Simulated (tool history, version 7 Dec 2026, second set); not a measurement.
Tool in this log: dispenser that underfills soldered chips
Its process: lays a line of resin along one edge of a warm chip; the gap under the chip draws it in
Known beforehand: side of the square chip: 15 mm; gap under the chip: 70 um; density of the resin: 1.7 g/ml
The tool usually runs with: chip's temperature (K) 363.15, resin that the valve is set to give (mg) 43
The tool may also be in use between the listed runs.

run   hour  chip's temperature (K)  resin that the valve is set to give (mg)  time until the resin shows at the far edge (s)  resin that the valve gave (mg)
  1      0                  363.15                                        43                                           248.7                           42.33
  2    3.2                  363.15                                        43                                           302.4                           42.19
  3    5.5                  363.15                                        43                                           348.4                           42.17
  4    9.5                  363.15                                      41.6                                           442.6                           40.81
      10.1  -- new syringe of resin
  5   15.2                  363.15                                      41.6                                           314.9                            40.7
  6   19.7                  363.15                                        43                                           407.9                           42.01
      22.1  -- new syringe of resin
  7   22.6                  363.15                                        43                                           230.7                           41.97
      27.9  -- dispensing valve cleaned and set on the balance
  8   29.1                  352.15                                        43                                             564                              43
  9   34.1                  352.15                                        43                                           742.8                           42.94
      35.1  -- new syringe of resin
 10   37.2                  363.15                                        43                                           247.5                           42.88
 11   40.4                  354.15                                        43                                           472.1                           42.93
 12   46.1                  354.15                                        43                                           664.5                           42.75
        47  -- new syringe of resin
 13   50.3                  354.15                                        43                                           415.8                           42.77
 14   54.4                  354.15                                        43                                           536.7                           42.69
        59  -- new syringe of resin
 15   59.7                  363.15                                        43                                           233.7                           42.61
 16   64.4                  367.15                                        43                                           265.8                           42.55
 17   68.2                  367.15                                        43                                           329.9                           42.56
      71.2  -- new syringe of resin
 18   73.8                  367.15                                        43                                           217.7                            42.4
 19   79.5                  367.15                                        43                                           308.9                           42.36
      83.1  -- new syringe of resin
 20   83.5                  367.15                                        43                                             192                           42.38
 21   88.5                  350.15                                      39.7                                           580.1                           38.96
 22   91.1                  349.15                                      47.7                                           700.2                            46.8
 23   93.7                  357.15                                      47.1                                           559.1                           46.27
      95.1  -- new syringe of resin
 24   97.6                  364.15                                      47.1                                           244.3                           46.19
 25  101.9                  365.15                                      43.2                                           307.1                           42.35
       107  -- new syringe of resin
 26    107                  372.15                                      38.9                                           150.5                           38.04
 27  111.8                  372.15                                      45.4                                           195.8                           44.37
 28    115                  348.15                                      41.8                                           739.6                           40.79
       119  -- new syringe of resin
       120  -- dispensing valve cleaned and set on the balance
 29  120.6                  348.15                                      41.8                                           470.6                            41.8
 30  124.8                  355.15                                        43                                           427.5                           42.95
 31  130.3                  372.15                                      43.5                                           280.2                           43.42
     131.9  -- new syringe of resin
 32  134.9                  366.15                                      36.8                                           237.2                           36.65
 33  140.4                  366.15                                      36.8                                           337.2                           36.66
       144  -- new syringe of resin
 34  146.4                  366.15                                      36.8                                           220.8                           36.56
 35  150.6                  366.15                                      36.8                                           295.8                           36.58

Predict each of these 3 candidate next runs independently; none follows another, all start after run 35:
       156  -- new syringe of resin
  A  156.6                  372.15                                        43                                               ?                               ?
       156  -- new syringe of resin
  B  156.6                  377.15                                      39.2                                               ?                               ?
       156  -- new syringe of resin
  C  156.6                  352.15                                      55.6                                               ?                               ?

run  time until the resin shows at the far edge (s)  resin that the valve gave (mg)
  A                                           148.5                            42.6
  B                                           124.4                           38.86
  C                                           369.6                           55.05
Without the tool's hidden state the same runs would have given:
run  time until the resin shows at the far edge (s)  resin that the valve gave (mg)
  A                                           150.5                           42.98
  B                                           125.8                           39.21
  C                                           377.4                           55.54

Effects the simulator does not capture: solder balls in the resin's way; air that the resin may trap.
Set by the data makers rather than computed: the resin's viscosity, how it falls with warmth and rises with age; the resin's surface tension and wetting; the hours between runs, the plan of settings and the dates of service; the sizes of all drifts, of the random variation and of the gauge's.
